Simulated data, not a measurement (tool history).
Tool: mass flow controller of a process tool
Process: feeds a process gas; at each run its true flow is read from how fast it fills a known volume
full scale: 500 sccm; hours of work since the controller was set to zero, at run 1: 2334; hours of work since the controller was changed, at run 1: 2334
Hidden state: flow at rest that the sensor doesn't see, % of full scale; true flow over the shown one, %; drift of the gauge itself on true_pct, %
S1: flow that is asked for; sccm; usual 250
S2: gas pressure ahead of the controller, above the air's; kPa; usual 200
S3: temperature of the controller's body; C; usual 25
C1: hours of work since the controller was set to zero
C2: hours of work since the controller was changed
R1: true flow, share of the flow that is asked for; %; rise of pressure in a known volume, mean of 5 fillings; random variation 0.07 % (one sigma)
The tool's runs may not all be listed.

run    hour   S1   S2  S3    C1    C2      R1
  1     0.0  250  200  25  2334  2334   99.17
  2   149.4   75  200  25  2451  2451   99.59
  3   360.2   75  200  25  2616  2616   99.61
  4   495.8  250  153  25  2723  2723   99.66
  5   778.2  250  200  25  2944  2944   99.51
  6   904.2  250  200  25  3042  3042   99.63
  7  1058.0  250  200  25  3163  3163   99.45
  8  1337.8  250  200  24  3382  3382   99.67
  9  1498.6  250  200  24  3508  3508   99.93
 10  1649.3  250  200  25  3626  3626   99.72
 11  1818.5  250  200  31  3758  3758   99.36
 12  2071.5  250  200  31  3956  3956   99.36
 13  2270.3  250  200  25  4112  4112   99.98
 14  2538.0  250  200  25  4321  4321   99.96
 15  2675.5  250  200  26  4429  4429  100.04
 16  2905.7  250  200  25  4609  4609  100.06
 17  3078.4  250  200  25  4745  4745  100.27
 18  3280.5  250  200  25  4903  4903  100.23
 19  3450.2  250  200  25  5036  5036  100.22
 20  3703.8  250  200  26  5234  5234  100.33
 21  3905.4  250  200  25  5392  5392  100.36
 22  4095.6  250  200  20  5541  5541  100.72
 23  4336.8  250  200  20  5730  5730  100.98
     4357.7  -- controller's zero set anew
 24  4610.5  250  233  25   198  5944  100.57
 25  4829.0  293  252  31   369  6115  100.23
     5018.7  -- controller's zero set anew, once more
 26  5080.6  153  144  27    48  6311   98.96
 27  5205.4  250  193  25   146  6409   99.32
 28  5368.9  250  193  25   274  6537   99.35
 29  5523.8  214  254  25   396  6658   98.74
 30  5782.2  283  144  25   598  6861  100.02
 31  5989.1  250  174  25   760  7023   99.61
 32  6208.7  406  235  25   932  7195  100.51
 33  6446.8  406  235  25  1118  7381  100.60
 34  6722.5  250  236  26  1334  7597   99.38
 35  6860.9   60  155  33  1442  7705   99.35
 36  7108.6  149  259  37  1636  7899   98.10
 37  7234.5  128  249  23  1735  7998   99.21
 38  7456.7  128  249  23  1909  8172   99.43
 39  7737.8  453  146  23  2129  8392  101.82
 40  7898.0  117  267  21  2254  8517   99.69
 41  8060.8  228  267  30  2382  8645   99.14
 42  8246.1   60  267  38  2527  8790   99.07
 43  8504.6  496  264  38  2729  8992  100.08
 44  8759.4  257  272  20  2929  9192  100.22
 45  8957.4  257  272  20  3084  9347  100.38
 46  9222.2  257  272  20  3291  9554  100.41

How the hidden state differs across the entries between the runs, from the last listed run before each to the first after it:
Between runs 23 and 24: controller's zero set anew (hour 4357.7)
  flow at rest that the sensor doesn't see, % of full scale: 0.667 -> 0.772; true flow over the shown one, %: 0.92 -> 0.95
  measured less the result without the state, R1: +2.25 -> +2.49 %
Between runs 25 and 26: controller's zero set anew, once more (hour 5018.7)
  flow at rest that the sensor doesn't see, % of full scale: 0.791 -> 0.016; true flow over the shown one, %: 0.97 -> 1
  measured less the result without the state, R1: +2.33 -> +1.05 %
